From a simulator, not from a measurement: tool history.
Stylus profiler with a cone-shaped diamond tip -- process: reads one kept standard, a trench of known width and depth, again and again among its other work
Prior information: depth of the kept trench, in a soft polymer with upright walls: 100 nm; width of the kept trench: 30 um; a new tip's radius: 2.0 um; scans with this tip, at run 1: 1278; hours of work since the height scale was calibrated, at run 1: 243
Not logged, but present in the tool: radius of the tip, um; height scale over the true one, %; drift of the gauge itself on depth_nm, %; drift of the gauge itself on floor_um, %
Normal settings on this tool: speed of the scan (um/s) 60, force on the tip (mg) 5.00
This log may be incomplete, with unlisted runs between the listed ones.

run    hour  speed of the scan (um/s)  force on the tip (mg)  scans with this tip  hours of work since the height scale was calibrated  depth of the trench (nm)  width of the trench's floor (nm)
  1     0.0                        60                   5.00                 1278                                                  243                    101.75                             28620
  2    98.8                        52                   5.00                 1516                                                  288                    101.71                             28600
  3   178.1                        32                   5.00                 1707                                                  325                    101.74                             28660
  4   249.9                        26                   5.00                 1880                                                  357                    101.69                             28590
  5   376.2                        60                   5.00                 2184                                                  415                    101.80                             28510
  6   495.2                        60                   5.00                 2470                                                  470                    101.73                             28570
  7   633.3                        60                   5.00                 2802                                                  533                    101.78                             28550
  8   695.0                        60                   5.00                 2951                                                  561                    101.83                             28540
  9   769.8                        30                   5.00                 3131                                                  596                    101.83                             28590
 10   855.8                        30                   5.00                 3338                                                  635                    101.77                             28610
 11   929.1                        30                   5.00                 3514                                                  668                    101.80                             28620
 12  1012.1                        60                  10.27                 3714                                                  706                    102.79                             28580
 13  1074.6                        60                  10.27                 3864                                                  735                    102.86                             28540
 14  1188.5                        60                  10.27                 4139                                                  787                    102.84                             28540
 15  1259.9                        60                  10.27                 4310                                                  820                    102.82                             28570
 16  1319.5                        60                   5.00                 4454                                                  847                    101.82                             28470
 17  1422.7                        60                   5.00                 4702                                                  894                    101.85                             28530
 18  1502.5                        84                   5.78                 4894                                                  931                    101.98                             28440

The next listed run, before its measurement:
 19  1621.2                        60                   2.00                 5180                                                  985                         ?                                 ?

depth of the trench (nm): 101.19
width of the trench's floor (nm): 28470
Take away the tool's hidden state, keep the run-to-run variation as it was, and the same run would have given depth of the trench (nm) 100.91, width of the trench's floor (nm) 28550.

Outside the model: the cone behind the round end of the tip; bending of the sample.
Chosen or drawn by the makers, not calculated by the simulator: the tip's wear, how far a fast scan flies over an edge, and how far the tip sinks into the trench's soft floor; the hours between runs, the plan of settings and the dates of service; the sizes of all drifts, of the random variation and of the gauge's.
